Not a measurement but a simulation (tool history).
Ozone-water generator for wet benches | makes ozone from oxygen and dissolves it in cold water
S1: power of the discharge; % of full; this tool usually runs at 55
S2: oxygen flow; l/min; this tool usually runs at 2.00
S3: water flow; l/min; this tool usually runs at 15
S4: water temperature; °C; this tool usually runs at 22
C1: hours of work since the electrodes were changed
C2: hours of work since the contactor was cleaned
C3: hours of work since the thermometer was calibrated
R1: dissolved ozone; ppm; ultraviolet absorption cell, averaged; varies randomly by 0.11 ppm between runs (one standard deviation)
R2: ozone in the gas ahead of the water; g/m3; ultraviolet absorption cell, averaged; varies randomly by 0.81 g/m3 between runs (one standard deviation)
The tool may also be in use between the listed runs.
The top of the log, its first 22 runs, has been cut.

{"run": 23, "hour": 939.6, "S1": 57, "S2": 3.15, "S3": 13, "S4": 28, "C1": 1905, "C2": 804, "C3": 185, "R1": 7.3, "R2": 101.2}
{"run": 24, "hour": 997.9, "S1": 57, "S2": 3.15, "S3": 13, "S4": 14, "C1": 1946, "C2": 845, "C3": 226, "R1": 8.7, "R2": 100.3}
{"run": 25, "hour": 1023.8, "S1": 64, "S2": 2.0, "S3": 15, "S4": 29, "C1": 1964, "C2": 863, "C3": 244, "R1": 6.3, "R2": 128.4}
{"run": 26, "hour": 1079.0, "S1": 55, "S2": 1.16, "S3": 10, "S4": 22, "C1": 2003, "C2": 902, "C3": 283, "R1": 7.9, "R2": 140.8}
{"run": 27, "hour": 1129.4, "S1": 55, "S2": 1.16, "S3": 10, "S4": 22, "C1": 2038, "C2": 937, "C3": 318, "R1": 8.0, "R2": 143.1}
{"run": 28, "hour": 1170.3, "S1": 55, "S2": 1.35, "S3": 18, "S4": 18, "C1": 2067, "C2": 966, "C3": 347, "R1": 4.5, "R2": 134.7}
{"run": 29, "hour": 1207.3, "S1": 55, "S2": 1.35, "S3": 18, "S4": 18, "C1": 2093, "C2": 992, "C3": 373, "R1": 4.4, "R2": 132.9}
{"run": 30, "hour": 1238.5, "S1": 71, "S2": 2.0, "S3": 15, "S4": 26, "C1": 2114, "C2": 1014, "C3": 395, "R1": 6.9, "R2": 136.0}
{"run": 31, "hour": 1277.9, "S1": 71, "S2": 2.0, "S3": 15, "S4": 26, "C1": 2142, "C2": 1041, "C3": 422, "R1": 6.7, "R2": 136.4}
{"run": 32, "hour": 1320.5, "S1": 44, "S2": 2.46, "S3": 15, "S4": 16, "C1": 2172, "C2": 1071, "C3": 452, "R1": 5.9, "R2": 92.5}

Consider 5 possible next runs. They are alternatives, not a sequence: every one starts from the tool as it was left by run 32. What does each give?
{"run": "A", "hour": 1353.6, "S1": 78, "S2": 3.42, "S3": 10, "S4": 22, "C1": 2195, "C2": 1094, "C3": 475, "R1": "?", "R2": "?"}
{"run": "B", "hour": 1353.6, "S1": 44, "S2": 1.05, "S3": 15, "S4": 30, "C1": 2195, "C2": 1094, "C3": 475, "R1": "?", "R2": "?"}
{"run": "C", "hour": 1353.6, "S1": 91, "S2": 2.42, "S3": 15, "S4": 18, "C1": 2195, "C2": 1094, "C3": 475, "R1": "?", "R2": "?"}
{"run": "D", "hour": 1353.6, "S1": 82, "S2": 3.59, "S3": 15, "S4": 22, "C1": 2195, "C2": 1094, "C3": 475, "R1": "?", "R2": "?"}
{"run": "E", "hour": 1353.6, "S1": 55, "S2": 2.0, "S3": 18, "S4": 22, "C1": 2195, "C2": 1094, "C3": 475, "R1": "?", "R2": "?"}

run=A R1=12.4 R2=118.8
run=B R1=3.8 R2=126.9
run=C R1=9.3 R2=150.0
run=D R1=9.1 R2=120.7
run=E R1=4.8 R2=115.5
Had the tool no hidden state, the same runs would have come out as:
run=A R1=14.4 R2=134.2
run=B R1=4.3 R2=136.9
run=C R1=11.0 R2=171.6
run=D R1=10.7 R2=136.9
run=E R1=5.5 R2=126.9
